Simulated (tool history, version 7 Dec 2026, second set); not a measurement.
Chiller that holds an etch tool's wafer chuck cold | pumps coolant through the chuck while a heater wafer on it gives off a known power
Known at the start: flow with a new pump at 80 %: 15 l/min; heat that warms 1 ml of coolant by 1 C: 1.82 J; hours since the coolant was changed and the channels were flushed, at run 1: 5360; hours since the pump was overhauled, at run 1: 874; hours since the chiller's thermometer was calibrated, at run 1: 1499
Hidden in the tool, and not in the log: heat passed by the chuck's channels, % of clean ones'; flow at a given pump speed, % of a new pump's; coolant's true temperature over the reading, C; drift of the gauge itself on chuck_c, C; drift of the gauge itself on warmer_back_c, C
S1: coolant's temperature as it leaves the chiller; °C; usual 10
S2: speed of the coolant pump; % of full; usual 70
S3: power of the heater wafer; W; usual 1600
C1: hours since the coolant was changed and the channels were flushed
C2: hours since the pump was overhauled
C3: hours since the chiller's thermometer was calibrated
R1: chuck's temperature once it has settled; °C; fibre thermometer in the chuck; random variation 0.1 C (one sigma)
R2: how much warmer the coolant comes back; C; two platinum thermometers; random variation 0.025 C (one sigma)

run 1 hour=0 | S1=10 S2=70 S3=1600 | C1=5360 C2=874 C3=1499 | R1=30.8 R2=4.12
run 2 hour=26.3 | S1=10 S2=70 S3=1600 | C1=5387 C2=900 C3=1526 | R1=30.9 R2=4.09
run 3 hour=65.9 | S1=10 S2=70 S3=1600 | C1=5426 C2=940 C3=1565 | R1=30.9 R2=4.13
run 4 hour=122.5 | S1=10 S2=70 S3=1600 | C1=5483 C2=997 C3=1622 | R1=31 R2=4.1
run 5 hour=169.3 | S1=10 S2=70 S3=1600 | C1=5530 C2=1043 C3=1669 | R1=31.1 R2=4.09
run 6 hour=212.5 | S1=10 S2=70 S3=1600 | C1=5573 C2=1087 C3=1712 | R1=31 R2=4.1
run 7 hour=275.7 | S1=4 S2=70 S3=1600 | C1=5636 C2=1150 C3=1775 | R1=25.1 R2=4.13
run 8 hour=307.9 | S1=0 S2=70 S3=1600 | C1=5668 C2=1182 C3=1807 | R1=21.1 R2=4.12
run 9 hour=343.2 | S1=0 S2=70 S3=2168 | C1=5703 C2=1217 C3=1843 | R1=28.5 R2=5.64
-- hour=347.9 chiller's thermometer calibrated
run 10 hour=370.1 | S1=0 S2=70 S3=2168 | C1=5729 C2=1243 C3=22 | R1=28.8 R2=5.64
run 11 hour=422.9 | S1=0 S2=70 S3=1457 | C1=5782 C2=1296 C3=75 | R1=19.2 R2=3.78
run 12 hour=456.6 | S1=0 S2=70 S3=1457 | C1=5816 C2=1330 C3=109 | R1=19.3 R2=3.82
run 13 hour=492.6 | S1=0 S2=70 S3=1457 | C1=5852 C2=1366 C3=145 | R1=19.2 R2=3.76
run 14 hour=544.1 | S1=10 S2=70 S3=1600 | C1=5903 C2=1417 C3=196 | R1=31.2 R2=4.11
-- hour=566.2 chiller's thermometer calibrated, once more
run 15 hour=584.7 | S1=10 S2=63 S3=1600 | C1=5943 C2=1457 C3=19 | R1=33.2 R2=4.65
run 16 hour=618.8 | S1=10 S2=63 S3=1600 | C1=5977 C2=1491 C3=53 | R1=33.2 R2=4.69
run 17 hour=663.5 | S1=10 S2=86 S3=1505 | C1=6022 C2=1536 C3=97 | R1=27.4 R2=3.11
run 18 hour=703.3 | S1=11 S2=78 S3=811 | C1=6062 C2=1575 C3=137 | R1=21.2 R2=1.87
run 19 hour=743.4 | S1=11 S2=78 S3=811 | C1=6102 C2=1615 C3=177 | R1=21 R2=1.89
run 20 hour=806 | S1=10 S2=66 S3=1043 | C1=6164 C2=1678 C3=240 | R1=24.8 R2=2.92
run 21 hour=844.5 | S1=10 S2=66 S3=1043 | C1=6203 C2=1717 C3=278 | R1=25 R2=2.91
run 22 hour=880.6 | S1=13 S2=70 S3=1554 | C1=6239 C2=1753 C3=314 | R1=34.1 R2=4.04
run 23 hour=935.7 | S1=13 S2=70 S3=1554 | C1=6294 C2=1808 C3=369 | R1=34.1 R2=4.04
run 24 hour=992 | S1=17 S2=88 S3=1554 | C1=6350 C2=1864 C3=426 | R1=35 R2=3.13
run 25 hour=1045.4 | S1=13 S2=73 S3=1524 | C1=6404 C2=1917 C3=479 | R1=33.2 R2=3.85
run 26 hour=1090.1 | S1=1 S2=96 S3=1677 | C1=6448 C2=1962 C3=524 | R1=19.2 R2=3.08
run 27 hour=1122.1 | S1=5 S2=75 S3=812 | C1=6480 C2=1994 C3=556 | R1=15.6 R2=1.97
run 28 hour=1148.6 | S1=20 S2=70 S3=1600 | C1=6507 C2=2021 C3=582 | R1=41.9 R2=4.14
run 29 hour=1190.2 | S1=20 S2=70 S3=1600 | C1=6549 C2=2062 C3=624 | R1=41.9 R2=4.15
run 30 hour=1219.5 | S1=12 S2=61 S3=1115 | C1=6578 C2=2092 C3=653 | R1=29 R2=3.36

5 ways to go on from here, each from the tool as it stands after run 30. What would each give?
run A hour=1247 | S1=19 S2=70 S3=1600 | C1=6605 C2=2119 C3=681 | R1=? R2=?
run B hour=1247 | S1=13 S2=70 S3=1600 | C1=6605 C2=2119 C3=681 | R1=? R2=?
run C hour=1247 | S1=6 S2=61 S3=915 | C1=6605 C2=2119 C3=681 | R1=? R2=?
run D hour=1247 | S1=11 S2=61 S3=1099 | C1=6605 C2=2119 C3=681 | R1=? R2=?
run E hour=1247 | S1=10 S2=67 S3=819 | C1=6605 C2=2119 C3=681 | R1=? R2=?

run=A R1=41 R2=4.09
run=B R1=35 R2=4.13
run=C R1=20 R2=2.77
run=D R1=27.6 R2=3.33
run=E R1=21.5 R2=2.25
Without the tool's hidden state the same runs would have given:
run=A R1=36.8 R2=4
run=B R1=30.9 R2=4.05
run=C R1=17.4 R2=2.72
run=D R1=24.5 R2=3.26
run=E R1=19.3 R2=2.2
